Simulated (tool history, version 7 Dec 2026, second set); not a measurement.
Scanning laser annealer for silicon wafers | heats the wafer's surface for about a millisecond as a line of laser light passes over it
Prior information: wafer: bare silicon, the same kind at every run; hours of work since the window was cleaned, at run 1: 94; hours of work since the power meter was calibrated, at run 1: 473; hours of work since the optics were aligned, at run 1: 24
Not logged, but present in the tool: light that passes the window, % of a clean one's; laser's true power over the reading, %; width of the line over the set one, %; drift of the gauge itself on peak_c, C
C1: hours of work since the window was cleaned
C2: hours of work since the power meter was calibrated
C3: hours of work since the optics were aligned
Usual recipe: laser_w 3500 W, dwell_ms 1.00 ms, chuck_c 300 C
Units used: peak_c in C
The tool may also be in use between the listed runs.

Run 1, hour 0.0: usual settings; C1 94; C2 473; C3 24. Result: peak_c 1074 C.
Run 2, hour 50.6: usual settings; C1 127; C2 507; C3 57. Result: peak_c 1080 C.
Run 3, hour 107.9: usual settings but dwell_ms 0.93 ms; C1 165; C2 544; C3 95. Result: peak_c 1044 C.
Run 4, hour 169.7: usual settings; C1 206; C2 585; C3 136. Result: peak_c 1078 C.
Run 5, hour 196.8: usual settings but dwell_ms 1.17 ms; C1 224; C2 603; C3 153. Result: peak_c 1150 C.
Run 6, hour 234.0: usual settings but dwell_ms 1.17 ms; C1 248; C2 627; C3 178. Result: peak_c 1150 C.
Run 7, hour 267.7: usual settings but dwell_ms 1.17 ms; C1 270; C2 649; C3 200. Result: peak_c 1148 C.
Run 8, hour 318.4: usual settings but laser_w 3631 W, dwell_ms 1.21 ms; C1 303; C2 683; C3 233. Result: peak_c 1195 C.
Run 9, hour 378.9: usual settings but laser_w 3631 W, dwell_ms 1.21 ms; C1 343; C2 722; C3 273. Result: peak_c 1192 C.
Run 10, hour 435.6: usual settings but laser_w 3631 W, dwell_ms 1.21 ms; C1 381; C2 760; C3 310. Result: peak_c 1192 C.
Run 11, hour 494.5: usual settings but laser_w 3631 W, dwell_ms 1.21 ms; C1 419; C2 798; C3 349. Result: peak_c 1194 C.

Estimate the outcome of run 12 from the log above:
Run 12, hour 538.1: usual settings but laser_w 3631 W, dwell_ms 1.21 ms; C1 448; C2 827; C3 378. Result: peak_c ?.

{"run 12": {"peak_c": 1190}}
On a tool with no hidden condition, and with the same random variation, this run would have come out at peak_c 1205 C.

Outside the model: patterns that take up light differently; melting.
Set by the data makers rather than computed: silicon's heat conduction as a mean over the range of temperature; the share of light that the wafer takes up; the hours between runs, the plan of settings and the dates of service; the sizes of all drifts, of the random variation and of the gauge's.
